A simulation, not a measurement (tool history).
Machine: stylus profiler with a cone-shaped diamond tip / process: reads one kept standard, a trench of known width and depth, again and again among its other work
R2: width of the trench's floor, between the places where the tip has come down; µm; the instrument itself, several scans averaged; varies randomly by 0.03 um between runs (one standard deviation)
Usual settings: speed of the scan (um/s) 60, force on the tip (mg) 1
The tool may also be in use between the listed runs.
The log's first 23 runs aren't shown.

{"run": 24, "day": 9.6, "speed of the scan (um/s)": 70, "force on the tip (mg)": 1, "depth of the trench (nm)": 502.39, "R2": 96.57}
{"run": 25, "day": 9.917, "speed of the scan (um/s)": 70, "force on the tip (mg)": 1, "depth of the trench (nm)": 502.38, "R2": 96.53}
{"run": 26, "day": 10.492, "speed of the scan (um/s)": 15, "force on the tip (mg)": 1.26, "depth of the trench (nm)": 502.86, "R2": 97.03}
{"run": 27, "day": 10.792, "speed of the scan (um/s)": 96, "force on the tip (mg)": 1.26, "depth of the trench (nm)": 502.86, "R2": 96.43}
{"run": 28, "day": 11.188, "speed of the scan (um/s)": 60, "force on the tip (mg)": 1.04, "depth of the trench (nm)": 502.48, "R2": 96.63}
{"run": 29, "day": 11.542, "speed of the scan (um/s)": 152, "force on the tip (mg)": 0.83, "depth of the trench (nm)": 502.21, "R2": 95.74}
{"run": 30, "day": 12.108, "speed of the scan (um/s)": 183, "force on the tip (mg)": 0.6, "depth of the trench (nm)": 501.85, "R2": 95.29}
{"run": 31, "day": 12.417, "speed of the scan (um/s)": 183, "force on the tip (mg)": 0.6, "depth of the trench (nm)": 501.89, "R2": 95.21}
{"run": 32, "day": 12.867, "speed of the scan (um/s)": 234, "force on the tip (mg)": 0.89, "depth of the trench (nm)": 502.36, "R2": 95.07}
{"run": 33, "day": 13.362, "speed of the scan (um/s)": 33, "force on the tip (mg)": 2.94, "depth of the trench (nm)": 505.01, "R2": 96.93}
{"run": 34, "day": 13.921, "speed of the scan (um/s)": 33, "force on the tip (mg)": 2.94, "depth of the trench (nm)": 505.01, "R2": 96.88}
{"run": 35, "day": 14.296, "speed of the scan (um/s)": 52, "force on the tip (mg)": 0.8, "depth of the trench (nm)": 502.24, "R2": 96.63}
{"run": 36, "day": 14.567, "speed of the scan (um/s)": 46, "force on the tip (mg)": 0.48, "depth of the trench (nm)": 501.6, "R2": 96.47}
{"run": 37, "day": 15.012, "speed of the scan (um/s)": 46, "force on the tip (mg)": 0.48, "depth of the trench (nm)": 501.66, "R2": 96.53}
{"run": 38, "day": 15.608, "speed of the scan (um/s)": 225, "force on the tip (mg)": 1.53, "depth of the trench (nm)": 503.39, "R2": 95.63}
{"run": 39, "day": 15.921, "speed of the scan (um/s)": 201, "force on the tip (mg)": 1.25, "depth of the trench (nm)": 502.99, "R2": 95.7}

Forecast run 40:
{"run": 40, "day": 16.317, "speed of the scan (um/s)": 201, "force on the tip (mg)": 1.25, "depth of the trench (nm)": "?", "R2": "?"}

depth of the trench (nm): 503.03
R2: 95.63 µm
Had the tool carried no hidden state, the very same run would have given depth of the trench (nm) 502.66, R2 95.98 µm.
